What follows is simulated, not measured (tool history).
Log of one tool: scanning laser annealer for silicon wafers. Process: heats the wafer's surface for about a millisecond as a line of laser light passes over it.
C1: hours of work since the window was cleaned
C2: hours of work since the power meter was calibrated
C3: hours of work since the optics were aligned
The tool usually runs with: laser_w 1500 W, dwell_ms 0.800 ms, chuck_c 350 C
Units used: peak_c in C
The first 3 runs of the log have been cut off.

run 4 hour=34.3 | laser_w=1500 dwell_ms=0.800 chuck_c=357 | C1=310 C2=111 C3=58 | peak_c=1059
run 5 hour=52.5 | laser_w=1500 dwell_ms=0.800 chuck_c=357 | C1=320 C2=121 C3=68 | peak_c=1059
run 6 hour=65.4 | laser_w=1500 dwell_ms=0.800 chuck_c=357 | C1=327 C2=128 C3=75 | peak_c=1058
run 7 hour=85.5 | laser_w=1500 dwell_ms=0.800 chuck_c=350 | C1=338 C2=139 C3=86 | peak_c=1052
run 8 hour=100.7 | laser_w=1500 dwell_ms=0.800 chuck_c=350 | C1=346 C2=147 C3=94 | peak_c=1051
run 9 hour=118.6 | laser_w=1500 dwell_ms=0.800 chuck_c=350 | C1=355 C2=157 C3=104 | peak_c=1053
run 10 hour=130.4 | laser_w=1500 dwell_ms=0.800 chuck_c=350 | C1=362 C2=163 C3=110 | peak_c=1049
run 11 hour=139.9 | laser_w=1500 dwell_ms=0.800 chuck_c=350 | C1=367 C2=168 C3=115 | peak_c=1053
run 12 hour=160.5 | laser_w=1500 dwell_ms=0.800 chuck_c=350 | C1=378 C2=179 C3=126 | peak_c=1051
run 13 hour=177.2 | laser_w=1500 dwell_ms=0.800 chuck_c=350 | C1=387 C2=188 C3=135 | peak_c=1049
run 14 hour=192.3 | laser_w=1500 dwell_ms=0.800 chuck_c=323 | C1=395 C2=196 C3=143 | peak_c=1022
run 15 hour=207.9 | laser_w=1523 dwell_ms=0.800 chuck_c=323 | C1=404 C2=205 C3=152 | peak_c=1033
run 16 hour=225.7 | laser_w=1500 dwell_ms=0.916 chuck_c=350 | C1=413 C2=214 C3=161 | peak_c=1102
run 17 hour=237.7 | laser_w=1500 dwell_ms=0.916 chuck_c=350 | C1=420 C2=221 C3=168 | peak_c=1103
run 18 hour=256.9 | laser_w=1500 dwell_ms=0.916 chuck_c=350 | C1=430 C2=231 C3=178 | peak_c=1101
run 19 hour=272.6 | laser_w=1500 dwell_ms=0.968 chuck_c=350 | C1=438 C2=240 C3=187 | peak_c=1123
run 20 hour=288.7 | laser_w=1559 dwell_ms=0.802 chuck_c=340 | C1=447 C2=248 C3=195 | peak_c=1072
-- hour=292.0 window over the wafer cleaned
run 21 hour=302.3 | laser_w=1500 dwell_ms=0.735 chuck_c=350 | C1=6 C2=255 C3=202 | peak_c=1004
run 22 hour=312.9 | laser_w=1566 dwell_ms=0.794 chuck_c=331 | C1=11 C2=260 C3=207 | peak_c=1049

The next listed run, before its measurement:
run 23 hour=330.5 | laser_w=1415 dwell_ms=0.750 chuck_c=388 | C1=21 C2=270 C3=217 | peak_c=?

{"run 23": {"peak_c": 1005}}
Had the tool carried no hidden state, the very same run would have given peak_c 1031 C.
